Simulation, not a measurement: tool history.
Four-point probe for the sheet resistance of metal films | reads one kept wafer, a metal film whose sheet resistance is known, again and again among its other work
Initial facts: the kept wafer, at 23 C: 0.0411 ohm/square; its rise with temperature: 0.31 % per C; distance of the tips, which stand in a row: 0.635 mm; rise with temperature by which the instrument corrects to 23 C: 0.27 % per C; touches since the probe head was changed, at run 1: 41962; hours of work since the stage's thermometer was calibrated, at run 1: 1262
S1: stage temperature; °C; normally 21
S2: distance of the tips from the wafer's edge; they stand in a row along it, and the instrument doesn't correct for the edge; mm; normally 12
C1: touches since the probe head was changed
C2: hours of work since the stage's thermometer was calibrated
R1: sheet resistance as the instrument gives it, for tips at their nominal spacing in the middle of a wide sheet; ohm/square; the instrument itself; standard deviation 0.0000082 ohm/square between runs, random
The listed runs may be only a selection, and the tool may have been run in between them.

| run | day | S1 | S2 | C1 | C2 | R1 |
|---|---|---|---|---|---|---|
| 1 | 0.000 | 21 | 12 | 41962 | 1262 | 0.041310 |
| 2 | 1.492 | 21 | 12 | 42908 | 1282 | 0.041321 |
| 3 | 2.638 | 21 | 12 | 43636 | 1298 | 0.041322 |
| 4 | 3.467 | 21 | 12 | 44161 | 1310 | 0.041318 |
| 5 | 5.312 | 33 | 12 | 45330 | 1335 | 0.041520 |
| 6 | 6.317 | 33 | 12 | 45968 | 1349 | 0.041531 |
| 7 | 7.888 | 19 | 12 | 46964 | 1371 | 0.041301 |

What does the tool deliver on the next run?
| 8 | 9.175 | 19 | 12 | 47782 | 1389 | ? |

{"run 8": {"R1": 0.041298}}
Take away the tool's hidden state, keep the run-to-run variation as it was, and the same run would have given R1 0.041086 ohm/square.
